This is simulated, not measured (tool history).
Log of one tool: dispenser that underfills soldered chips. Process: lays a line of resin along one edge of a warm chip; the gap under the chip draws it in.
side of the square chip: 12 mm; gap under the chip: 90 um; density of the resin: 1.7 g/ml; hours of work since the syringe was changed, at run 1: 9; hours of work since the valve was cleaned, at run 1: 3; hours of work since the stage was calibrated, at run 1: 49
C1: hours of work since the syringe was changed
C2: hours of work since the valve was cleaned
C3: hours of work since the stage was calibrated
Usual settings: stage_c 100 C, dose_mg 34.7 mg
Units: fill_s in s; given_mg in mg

{"run": 1, "hour": 0.0, "stage_c": 100, "dose_mg": 34.7, "C1": 9, "C2": 3, "C3": 49, "fill_s": 57.2, "given_mg": 34.6}
{"hour": 4.0, "done": "new syringe of resin"}
{"run": 2, "hour": 5.3, "stage_c": 100, "dose_mg": 34.7, "C1": 1, "C2": 7, "C3": 53, "fill_s": 42.6, "given_mg": 34.68}
{"run": 3, "hour": 9.7, "stage_c": 115, "dose_mg": 34.7, "C1": 4, "C2": 10, "C3": 56, "fill_s": 31.4, "given_mg": 34.55}
{"run": 4, "hour": 15.8, "stage_c": 100, "dose_mg": 33.5, "C1": 9, "C2": 15, "C3": 60, "fill_s": 58.5, "given_mg": 33.31}
{"run": 5, "hour": 18.9, "stage_c": 100, "dose_mg": 33.5, "C1": 11, "C2": 17, "C3": 63, "fill_s": 62.7, "given_mg": 33.19}
{"hour": 19.8, "done": "new syringe of resin"}
{"run": 6, "hour": 25.2, "stage_c": 100, "dose_mg": 34.7, "C1": 4, "C2": 21, "C3": 67, "fill_s": 48.3, "given_mg": 34.35}
{"run": 7, "hour": 30.5, "stage_c": 100, "dose_mg": 34.7, "C1": 8, "C2": 25, "C3": 71, "fill_s": 54.9, "given_mg": 34.28}
{"hour": 35.7, "done": "new syringe of resin"}
{"run": 8, "hour": 36.0, "stage_c": 100, "dose_mg": 34.7, "C1": 0, "C2": 29, "C3": 75, "fill_s": 42.1, "given_mg": 34.21}
{"run": 9, "hour": 42.2, "stage_c": 100, "dose_mg": 34.7, "C1": 5, "C2": 34, "C3": 79, "fill_s": 49.6, "given_mg": 34.05}
{"run": 10, "hour": 47.1, "stage_c": 100, "dose_mg": 34.7, "C1": 8, "C2": 37, "C3": 83, "fill_s": 56, "given_mg": 34.11}
{"run": 11, "hour": 49.8, "stage_c": 100, "dose_mg": 38.4, "C1": 10, "C2": 39, "C3": 85, "fill_s": 59.7, "given_mg": 37.72}
{"hour": 51.6, "done": "new syringe of resin"}
{"run": 12, "hour": 53.3, "stage_c": 99, "dose_mg": 38.4, "C1": 1, "C2": 41, "C3": 87, "fill_s": 44.4, "given_mg": 37.57}
{"run": 13, "hour": 57.3, "stage_c": 100, "dose_mg": 36.9, "C1": 4, "C2": 44, "C3": 90, "fill_s": 48.6, "given_mg": 36.24}
{"run": 14, "hour": 61.8, "stage_c": 100, "dose_mg": 36.9, "C1": 8, "C2": 48, "C3": 94, "fill_s": 54.9, "given_mg": 36.31}
{"run": 15, "hour": 64.6, "stage_c": 100, "dose_mg": 36.9, "C1": 10, "C2": 50, "C3": 96, "fill_s": 59.4, "given_mg": 36.17}
{"hour": 66.5, "done": "dispensing valve cleaned and set on the balance"}
{"hour": 68.4, "done": "new syringe of resin"}
{"run": 16, "hour": 68.7, "stage_c": 100, "dose_mg": 36.9, "C1": 0, "C2": 1, "C3": 98, "fill_s": 42.4, "given_mg": 36.72}
{"run": 17, "hour": 73.7, "stage_c": 100, "dose_mg": 36.9, "C1": 4, "C2": 5, "C3": 101, "fill_s": 47.2, "given_mg": 36.65}
{"run": 18, "hour": 77.0, "stage_c": 100, "dose_mg": 36.9, "C1": 6, "C2": 8, "C3": 104, "fill_s": 52.4, "given_mg": 36.65}
{"run": 19, "hour": 82.4, "stage_c": 100, "dose_mg": 33, "C1": 10, "C2": 11, "C3": 108, "fill_s": 61.4, "given_mg": 32.84}
{"hour": 84.1, "done": "new syringe of resin"}
{"run": 20, "hour": 85.6, "stage_c": 100, "dose_mg": 33, "C1": 1, "C2": 14, "C3": 110, "fill_s": 43.1, "given_mg": 32.7}
{"run": 21, "hour": 91.4, "stage_c": 112, "dose_mg": 32.3, "C1": 5, "C2": 18, "C3": 114, "fill_s": 35.3, "given_mg": 31.95}
{"run": 22, "hour": 95.4, "stage_c": 102, "dose_mg": 30.8, "C1": 8, "C2": 21, "C3": 117, "fill_s": 53.4, "given_mg": 30.5}
{"hour": 100.0, "done": "new syringe of resin"}
{"run": 23, "hour": 101.5, "stage_c": 100, "dose_mg": 45.1, "C1": 1, "C2": 25, "C3": 122, "fill_s": 43.3, "given_mg": 44.41}
{"run": 24, "hour": 107.1, "stage_c": 102, "dose_mg": 35.1, "C1": 5, "C2": 29, "C3": 126, "fill_s": 48.2, "given_mg": 34.71}
{"run": 25, "hour": 111.4, "stage_c": 112, "dose_mg": 30.1, "C1": 8, "C2": 32, "C3": 129, "fill_s": 42.9, "given_mg": 29.67}
{"run": 26, "hour": 115.1, "stage_c": 112, "dose_mg": 30.1, "C1": 11, "C2": 35, "C3": 131, "fill_s": 45.6, "given_mg": 29.48}
{"hour": 116.2, "done": "new syringe of resin"}
{"run": 27, "hour": 121.6, "stage_c": 112, "dose_mg": 30.1, "C1": 4, "C2": 40, "C3": 136, "fill_s": 34.7, "given_mg": 29.48}

Hidden state or all else? Some run-to-run changes of fill_s, split into what the settings, what came in and random variation would give without the hidden state, and what is left for the hidden state (with any gauge scatter that isn't in both results):
The hidden state here: resin's viscosity, % of fresh resin's; dose that the valve gives, % of what is set; true chip temperature over the reading, C; drift of the gauge itself on fill_s, %; drift of the gauge itself on given_mg, %.
Run 3 -> 4: stage_c 115 -> 100, dose_mg 34.7 -> 33.5. fill_s +27.1 s: hidden state +11.8, all else +15.3.
Run 15 -> 16: dispensing valve cleaned and set on the balance, new syringe of resin. fill_s -17 s: hidden state -17.2, all else +0.2.
Run 19 -> 20: new syringe of resin. fill_s -18.3 s: hidden state -18.5, all else +0.2.

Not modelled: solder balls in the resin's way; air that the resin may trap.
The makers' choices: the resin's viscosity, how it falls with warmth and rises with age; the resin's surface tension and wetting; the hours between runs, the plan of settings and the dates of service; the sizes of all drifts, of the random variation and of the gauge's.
